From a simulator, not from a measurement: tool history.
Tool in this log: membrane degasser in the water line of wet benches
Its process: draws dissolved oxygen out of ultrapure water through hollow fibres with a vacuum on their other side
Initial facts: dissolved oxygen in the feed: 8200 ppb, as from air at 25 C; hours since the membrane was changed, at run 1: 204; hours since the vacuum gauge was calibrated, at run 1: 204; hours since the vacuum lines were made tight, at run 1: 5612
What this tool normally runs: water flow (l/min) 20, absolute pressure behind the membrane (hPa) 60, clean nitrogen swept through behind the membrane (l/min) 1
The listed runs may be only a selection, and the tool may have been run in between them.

run    hour  water flow (l/min)  absolute pressure behind the membrane (hPa)  clean nitrogen swept through behind the membrane (l/min)  hours since the membrane was changed  hours since the vacuum gauge was calibrated  hours since the vacuum lines were made tight  dissolved oxygen in the water behind the degasser (ppb)  pressure that the water loses in the fibres (hPa)
  1       0                  20                                           60                                                         1                                   204                                          204                                          5612                                                      171                                                397
  2      34                  21                                           60                                                         1                                   238                                          238                                          5646                                                    183.6                                                421
  3    84.1                  21                                           60                                                         1                                   288                                          288                                          5696                                                    186.4                                              416.8
  4   158.4                  21                                           60                                                         1                                   362                                          362                                          5770                                                    185.7                                              421.2
  5   214.8                  21                                           60                                                         1                                   418                                          418                                          5827                                                    184.9                                              419.7
  6   266.6                  21                                           60                                                         1                                   470                                          470                                          5878                                                    185.8                                              424.9
  7   310.4                  20                                           60                                                         1                                   514                                          514                                          5922                                                    175.7                                              406.6
  8   343.5                  20                                           60                                                         1                                   547                                          547                                          5955                                                    172.7                                              400.7
  9   383.8                  20                                           60                                                         1                                   587                                          587                                          5996                                                    173.9                                              407.1
 10   448.3                  20                                        149.4                                                         1                                   652                                          652                                          6060                                                    556.3                                              402.5
 11     522                  20                                        149.4                                                      1.67                                   726                                          726                                          6134                                                    378.8                                              401.6
 12     578                  18                                           60                                                         1                                   782                                          782                                          6190                                                      152                                              363.8
 13   636.6                  20                                           60                                                         1                                   840                                          840                                          6248                                                    174.7                                              400.8
 14   672.6                  20                                           60                                                         1                                   876                                          876                                          6284                                                    174.4                                              402.1
 15   709.2                  20                                           60                                                         1                                   913                                          913                                          6321                                                    177.8                                                405
 16   765.2                  20                                           60                                                         1                                   969                                          969                                          6377                                                    174.2                                              402.3
 17     815                  22                                           60                                                      0.66                                  1019                                         1019                                          6427                                                    253.6                                              445.8
 18   876.4                  22                                           60                                                      0.66                                  1080                                         1080                                          6488                                                    259.8                                              441.5
 19   910.4                  25                                         41.5                                                      2.78                                  1114                                         1114                                          6522                                                    106.3                                                506
 20   948.6                  25                                         38.1                                                         1                                  1152                                         1152                                          6560                                                    120.6                                              508.1
 21   999.7                  20                                           60                                                      0.98                                  1203                                         1203                                          6611                                                    180.9                                              403.7
 22  1049.9                  16                                           43                                                      0.76                                  1253                                         1253                                          6662                                                     84.5                                              323.6
 23  1096.3                  16                                           43                                                      0.55                                  1300                                         1300                                          6708                                                    103.7                                                323
 24    1145                  16                                        139.7                                                      1.86                                  1349                                         1349                                          6757                                                    256.8                                              324.1
 25  1178.2                  16                                        139.7                                                      1.86                                  1382                                         1382                                          6790                                                    255.4                                              322.7
 26  1215.7                  13                                        108.6                                                      0.63                                  1419                                         1419                                          6828                                                    370.5                                              262.2
 27  1268.8                  20                                         46.3                                                         1                                  1472                                         1472                                          6881                                                    117.7                                              404.9
 28  1308.4                  18                                           60                                                      1.22                                  1512                                         1512                                          6920                                                    137.3                                              365.3
 29  1347.4                  20                                           60                                                      1.46                                  1551                                         1551                                          6959                                                    145.9                                              405.4
     1372.7  -- seals of the vacuum lines changed
 30  1404.9                  23                                        129.2                                                      1.11                                  1606                                         1606                                            32                                                    500.5                                              466.1
 31  1453.4                  23                                        129.2                                                      1.11                                  1655                                         1655                                            81                                                    489.8                                              465.9
 32  1510.5                  16                                        126.8                                                         1                                  1712                                         1712                                           138                                                    361.4                                              326.1

Branching from run 32: 4 alternative next runs. What would each branch give?
  A  1557.9                  16                                        126.8                                                         1                                  1759                                         1759                                           185                                                        ?                                                  ?
  B  1557.9                  21                                           43                                                         1                                  1759                                         1759                                           185                                                        ?                                                  ?
  C  1557.9                  20                                           60                                                      0.82                                  1759                                         1759                                           185                                                        ?                                                  ?
  D  1557.9                  20                                        127.7                                                      1.57                                  1759                                         1759                                           185                                                        ?                                                  ?

run  dissolved oxygen in the water behind the degasser (ppb)  pressure that the water loses in the fibres (hPa)
  A                                                    363.5                                              323.3
  B                                                    112.8                                              426.4
  C                                                      201                                              408.8
  D                                                    327.6                                              404.6
Without the tool's unlogged condition, the same runs would have read:
run  dissolved oxygen in the water behind the degasser (ppb)  pressure that the water loses in the fibres (hPa)
  A                                                    354.7                                              317.4
  B                                                    100.7                                              418.6
  C                                                    188.5                                              401.3
  D                                                    318.3                                              397.2
